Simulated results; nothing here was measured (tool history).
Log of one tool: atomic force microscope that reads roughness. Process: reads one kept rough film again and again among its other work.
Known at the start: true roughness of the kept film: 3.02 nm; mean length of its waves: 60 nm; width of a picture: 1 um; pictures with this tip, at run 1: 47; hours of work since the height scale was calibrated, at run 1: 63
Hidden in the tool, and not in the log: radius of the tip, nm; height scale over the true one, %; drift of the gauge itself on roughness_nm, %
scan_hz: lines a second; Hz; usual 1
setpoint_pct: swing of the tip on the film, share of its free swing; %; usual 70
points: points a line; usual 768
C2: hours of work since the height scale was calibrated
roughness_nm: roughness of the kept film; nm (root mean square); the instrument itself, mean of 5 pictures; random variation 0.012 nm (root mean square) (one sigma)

Run 1, hour 0: usual settings; pictures with this tip 47; C2 63. Result: roughness_nm 2.801 nm (root mean square).
Run 2, hour 22: usual settings; pictures with this tip 71; C2 75. Result: roughness_nm 2.786 nm (root mean square).
Run 3, hour 46.1: usual settings; pictures with this tip 98; C2 88. Result: roughness_nm 2.787 nm (root mean square).
Run 4, hour 70.6: usual settings; pictures with this tip 126; C2 101. Result: roughness_nm 2.76 nm (root mean square).
Run 5, hour 89.7: usual settings; pictures with this tip 147; C2 111. Result: roughness_nm 2.74 nm (root mean square).
Run 6, hour 117: usual settings; pictures with this tip 177; C2 126. Result: roughness_nm 2.715 nm (root mean square).
Run 7, hour 143.2: usual settings; pictures with this tip 207; C2 140. Result: roughness_nm 2.699 nm (root mean square).
Run 8, hour 167.1: usual settings; pictures with this tip 233; C2 153. Result: roughness_nm 2.665 nm (root mean square).
Run 9, hour 180.6: usual settings; pictures with this tip 248; C2 160. Result: roughness_nm 2.69 nm (root mean square).
At hour 190.2: new tip fitted.
Run 10, hour 195.6: usual settings but scan_hz 2.68 Hz; pictures with this tip 6; C2 168. Result: roughness_nm 2.608 nm (root mean square).
Run 11, hour 209.1: usual settings but setpoint_pct 75 %; pictures with this tip 21; C2 175. Result: roughness_nm 2.765 nm (root mean square).

Forecast run 12:
Run 12, hour 231.5: usual settings but scan_hz 1.85 Hz, setpoint_pct 59 %, points 423; pictures with this tip 46; C2 187. Result: roughness_nm ?.

Run 12 gave roughness_nm 2.792 nm (root mean square).
Without the tool's hidden state the same run would have given roughness_nm 2.825 nm (root mean square).

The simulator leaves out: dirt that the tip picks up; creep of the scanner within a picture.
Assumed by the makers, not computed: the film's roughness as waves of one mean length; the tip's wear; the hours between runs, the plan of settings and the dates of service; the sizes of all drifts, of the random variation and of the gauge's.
